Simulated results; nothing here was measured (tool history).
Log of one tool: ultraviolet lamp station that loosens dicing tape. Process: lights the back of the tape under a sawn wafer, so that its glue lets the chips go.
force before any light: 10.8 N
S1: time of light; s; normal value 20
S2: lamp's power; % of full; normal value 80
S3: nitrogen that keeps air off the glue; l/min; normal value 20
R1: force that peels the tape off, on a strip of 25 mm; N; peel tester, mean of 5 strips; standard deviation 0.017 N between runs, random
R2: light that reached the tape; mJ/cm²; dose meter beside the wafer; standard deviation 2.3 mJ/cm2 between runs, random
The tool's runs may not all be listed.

Run 1, hour 0.0: usual settings. Result: R1 1.019 N, R2 211 mJ/cm².
Run 2, hour 64.4: usual settings but S2 68 % of full. Result: R1 1.442 N, R2 174 mJ/cm².
Run 3, hour 126.8: usual settings but S1 13 s, S2 68 % of full. Result: R1 3.021 N, R2 114 mJ/cm².
Run 4, hour 164.1: usual settings but S1 13 s, S2 82 % of full. Result: R1 2.362 N, R2 129 mJ/cm².
Run 5, hour 213.3: usual settings but S3 13 l/min. Result: R1 1.571 N, R2 193 mJ/cm².
Run 6, hour 255.4: usual settings but S1 19 s. Result: R1 1.320 N, R2 181 mJ/cm².
Run 7, hour 286.4: usual settings but S1 14 s. Result: R1 2.314 N, R2 135 mJ/cm².
Run 8, hour 316.2: usual settings. Result: R1 1.277 N, R2 187 mJ/cm².
Run 9, hour 370.0: usual settings. Result: R1 1.367 N, R2 184 mJ/cm².
Run 10, hour 419.1: usual settings. Result: R1 1.397 N, R2 182 mJ/cm².
Run 11, hour 476.2: usual settings but S3 28 l/min. Result: R1 1.189 N, R2 174 mJ/cm².
Run 12, hour 525.3: usual settings but S3 28 l/min. Result: R1 1.101 N, R2 183 mJ/cm².
Run 13, hour 564.1: usual settings but S3 28 l/min. Result: R1 1.175 N, R2 180 mJ/cm².
Run 14, hour 608.7: usual settings but S3 6 l/min. Result: R1 3.009 N, R2 175 mJ/cm².
Run 15, hour 641.1: usual settings but S3 6 l/min. Result: R1 3.036 N, R2 173 mJ/cm².
Run 16, hour 683.0: usual settings but S3 6 l/min. Result: R1 3.155 N, R2 167 mJ/cm².
Run 17, hour 734.7: usual settings but S3 12 l/min. Result: R1 2.295 N, R2 168 mJ/cm².
Run 18, hour 802.5: usual settings. Result: R1 1.689 N, R2 159 mJ/cm².
Run 19, hour 869.3: usual settings. Result: R1 1.805 N, R2 158 mJ/cm².
Run 20, hour 903.6: usual settings but S1 37 s. Result: R1 0.525 N, R2 279 mJ/cm².
Run 21, hour 963.8: usual settings but S1 37 s. Result: R1 0.563 N, R2 277 mJ/cm².
Run 22, hour 1024.9: usual settings but S2 78 % of full, S3 23 l/min. Result: R1 1.916 N, R2 142 mJ/cm².
Run 23, hour 1079.1: usual settings but S2 78 % of full, S3 23 l/min. Result: R1 2.000 N, R2 141 mJ/cm².
Run 24, hour 1125.7: usual settings but S1 31 s, S2 63 % of full, S3 23 l/min. Result: R1 1.398 N, R2 169 mJ/cm².
Run 25, hour 1174.3: usual settings but S1 32 s, S2 81 % of full, S3 7 l/min. Result: R1 2.013 N, R2 218 mJ/cm².
Run 26, hour 1228.4: usual settings but S1 32 s, S2 81 % of full, S3 7 l/min. Result: R1 0.817 N, R2 355 mJ/cm².
Run 27, hour 1292.5: usual settings but S1 32 s, S2 81 % of full, S3 7 l/min. Result: R1 0.871 N, R2 342 mJ/cm².
Run 28, hour 1343.1: usual settings but S1 37 s, S2 64 % of full, S3 16 l/min. Result: R1 0.467 N, R2 322 mJ/cm².
Run 29, hour 1393.0: usual settings but S1 37 s, S2 64 % of full, S3 16 l/min. Result: R1 0.466 N, R2 318 mJ/cm².
Run 30, hour 1453.7: usual settings but S1 18 s, S2 61 % of full. Result: R1 2.056 N, R2 145 mJ/cm².
Run 31, hour 1491.7: usual settings but S1 11 s, S2 91 % of full, S3 29 l/min. Result: R1 1.932 N, R2 127 mJ/cm².
Run 32, hour 1533.5: usual settings but S1 14 s, S2 73 % of full, S3 19 l/min. Result: R1 2.446 N, R2 133 mJ/cm².
Run 33, hour 1566.3: usual settings but S3 16 l/min. Result: R1 1.306 N, R2 202 mJ/cm².
Run 34, hour 1599.1: usual settings but S1 32 s, S2 60 % of full, S3 23 l/min. Result: R1 0.663 N, R2 239 mJ/cm².
Run 35, hour 1634.9: usual settings but S1 27 s, S2 60 % of full, S3 18 l/min. Result: R1 1.250 N, R2 199 mJ/cm².
Run 36, hour 1681.5: usual settings but S1 27 s, S3 23 l/min. Result: R1 0.561 N, R2 263 mJ/cm².
Run 37, hour 1724.2: usual settings but S2 96 % of full, S3 23 l/min. Result: R1 0.734 N, R2 227 mJ/cm².
Run 38, hour 1753.5: usual settings but S1 11 s, S2 83 % of full, S3 9 l/min. Result: R1 4.348 N, R2 108 mJ/cm².
Run 39, hour 1818.9: usual settings but S1 16 s, S3 18 l/min. Result: R1 2.087 N, R2 145 mJ/cm².
Run 40, hour 1863.0: usual settings but S1 13 s, S2 72 % of full, S3 18 l/min. Result: R1 3.373 N, R2 103 mJ/cm².

The log once held 3 entries between its listed runs, left out of this copy. Where does each go, and what is different about the tool's unlogged condition between the listed run before it and the listed run after it?
In the gap between runs 11 and 12: window cleaned of glue's vapour (hour 506.0)
  lamp's light, % of a new lamp's: 79.9 -> 78.5; light that the window lets through, % of a clean one's: 95.4 -> 99.5
  measured less the result without the state, R1: +0.528 -> +0.459 N; R2: -55 -> -51 mJ/cm²
In the gap between runs 25 and 26: lamp changed (hour 1186.4)
  lamp's light, % of a new lamp's: 61.1 -> 98.2; light that the window lets through, % of a clean one's: 95.7 -> 95.4
  measured less the result without the state, R1: +1.308 -> +0.112 N; R2: -154 -> -23 mJ/cm²
In the gap between runs 27 and 28: window cleaned of glue's vapour (hour 1343.1)
  lamp's light, % of a new lamp's: 96.3 -> 94.9; light that the window lets through, % of a clean one's: 95.1 -> 99.4
  measured less the result without the state, R1: +0.156 -> +0.057 N; R2: -31 -> -20 mJ/cm²
